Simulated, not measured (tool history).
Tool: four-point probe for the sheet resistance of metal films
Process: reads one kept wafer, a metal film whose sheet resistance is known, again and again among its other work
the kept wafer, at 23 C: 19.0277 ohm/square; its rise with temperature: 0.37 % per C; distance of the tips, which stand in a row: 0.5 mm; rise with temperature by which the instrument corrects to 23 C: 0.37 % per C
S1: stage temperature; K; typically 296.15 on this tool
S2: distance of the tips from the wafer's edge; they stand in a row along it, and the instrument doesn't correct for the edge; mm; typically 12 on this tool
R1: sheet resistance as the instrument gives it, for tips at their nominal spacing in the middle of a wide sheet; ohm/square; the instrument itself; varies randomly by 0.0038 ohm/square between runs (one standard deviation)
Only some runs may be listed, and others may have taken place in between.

run	day	S1	S2	R1
1	0.000	296.15	12	19.162630
2	0.388	300.15	12	19.159814
3	1.133	300.15	12	19.161524
4	1.450	295.15	12	19.157518
5	2.050	295.15	12	19.164380
6	2.792	295.15	12	19.159592
7	3.304	296.15	12	19.158627
8	4.021	301.15	12	19.164539
9	4.471	301.15	12	19.163611
10	4.883	301.15	12	19.164211
11	5.517	301.15	12	19.165550
12	5.933	301.15	12	19.164043
13	6.321	301.15	12	19.167580
14	6.746	301.15	12	19.168857
15	7.321	303.15	13	19.165006
16	7.742	293.15	9	19.183338
17	8.079	301.15	7	19.201716
18	8.667	301.15	7	19.204789
19	9.346	306.15	6	19.224197
20	9.825	296.15	5	19.258605
21	10.179	307.15	23	19.154579
22	10.550	300.15	54	19.157228
23	11.108	296.15	11	19.183938
24	11.688	298.15	12	19.177991
25	12.067	301.15	69	19.155314
26	12.717	291.15	12	19.179621
27	13.279	291.15	5	19.272852
28	13.725	291.15	30	19.164011

Forecast each of these 5 alternatives for the next run:
A	14.271	294.15	30	?
B	14.271	291.15	16	?
C	14.271	302.15	8	?
D	14.271	292.15	27	?
E	14.271	299.15	7	?

run	R1
A	19.170759
B	19.172202
C	19.205407
D	19.172534
E	19.217661
Had the tool no hidden state, the same runs would have come out as:
run	R1
A	19.033711
B	19.034992
C	19.068525
D	19.035370
E	19.080552
